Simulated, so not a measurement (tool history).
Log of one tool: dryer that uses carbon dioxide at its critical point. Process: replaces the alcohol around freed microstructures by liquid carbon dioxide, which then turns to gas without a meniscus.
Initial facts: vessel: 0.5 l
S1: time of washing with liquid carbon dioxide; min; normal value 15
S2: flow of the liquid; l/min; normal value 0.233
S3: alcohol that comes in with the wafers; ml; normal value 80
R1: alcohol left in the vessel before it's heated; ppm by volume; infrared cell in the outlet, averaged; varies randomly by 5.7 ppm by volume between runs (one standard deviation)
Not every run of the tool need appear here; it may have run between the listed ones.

run 1 hour=0 | S1=15 S2=0.233 S3=80 | R1=267
run 2 hour=11.1 | S1=15 S2=0.233 S3=80 | R1=288
run 3 hour=35.8 | S1=15 S2=0.233 S3=22 | R1=90
run 4 hour=54.6 | S1=15 S2=0.233 S3=22 | R1=101
run 5 hour=71.4 | S1=15 S2=0.233 S3=22 | R1=96
run 6 hour=95.4 | S1=15 S2=0.233 S3=22 | R1=98
run 7 hour=108 | S1=15 S2=0.233 S3=22 | R1=108
run 8 hour=133.4 | S1=15 S2=0.233 S3=58 | R1=236
run 9 hour=150.8 | S1=15 S2=0.233 S3=99 | R1=435
run 10 hour=165.4 | S1=15 S2=0.233 S3=99 | R1=439
run 11 hour=181.6 | S1=15 S2=0.231 S3=99 | R1=468
-- hour=204.4 inlet filter changed
run 12 hour=204.5 | S1=15 S2=0.231 S3=24 | R1=73
run 13 hour=219.4 | S1=15 S2=0.231 S3=24 | R1=76
run 14 hour=234 | S1=15 S2=0.363 S3=80 | R1=29
run 15 hour=254.8 | S1=22 S2=0.363 S3=80 | R1=22
run 16 hour=267.2 | S1=22 S2=0.363 S3=80 | R1=20
run 17 hour=284.8 | S1=22 S2=0.363 S3=80 | R1=23
run 18 hour=307.8 | S1=22 S2=0.363 S3=80 | R1=13
run 19 hour=323.1 | S1=22 S2=0.363 S3=80 | R1=13
run 20 hour=337.5 | S1=22 S2=0.363 S3=80 | R1=20
run 21 hour=358.6 | S1=20 S2=0.363 S3=80 | R1=24
run 22 hour=380 | S1=20 S2=0.363 S3=80 | R1=22
run 23 hour=395.1 | S1=20 S2=0.363 S3=80 | R1=28
run 24 hour=414.7 | S1=12 S2=0.363 S3=80 | R1=81
run 25 hour=430.9 | S1=15 S2=0.371 S3=68 | R1=20
run 26 hour=446.1 | S1=11 S2=0.233 S3=80 | R1=1484
run 27 hour=467.1 | S1=11 S2=0.174 S3=88 | R1=5110
run 28 hour=488.3 | S1=20 S2=0.243 S3=22 | R1=26
run 29 hour=513.7 | S1=23 S2=0.285 S3=115 | R1=31
run 30 hour=533.6 | S1=23 S2=0.285 S3=115 | R1=24
run 31 hour=557 | S1=23 S2=0.285 S3=115 | R1=23
run 32 hour=571.7 | S1=23 S2=0.255 S3=60 | R1=16
run 33 hour=596.4 | S1=17 S2=0.264 S3=29 | R1=45
run 34 hour=613 | S1=19 S2=0.15 S3=81 | R1=1017
-- hour=624.8 inlet filter changed
run 35 hour=636 | S1=19 S2=0.15 S3=81 | R1=633
run 36 hour=653.7 | S1=10 S2=0.233 S3=80 | R1=1796

Estimate the outcome of run 37 from the log above:
run 37 hour=677.7 | S1=10 S2=0.233 S3=80 | R1=?

Run 37 yielded R1 1891 ppm by volume.
The same run, on a tool lacking any hidden state, would have yielded R1 1723 ppm by volume.
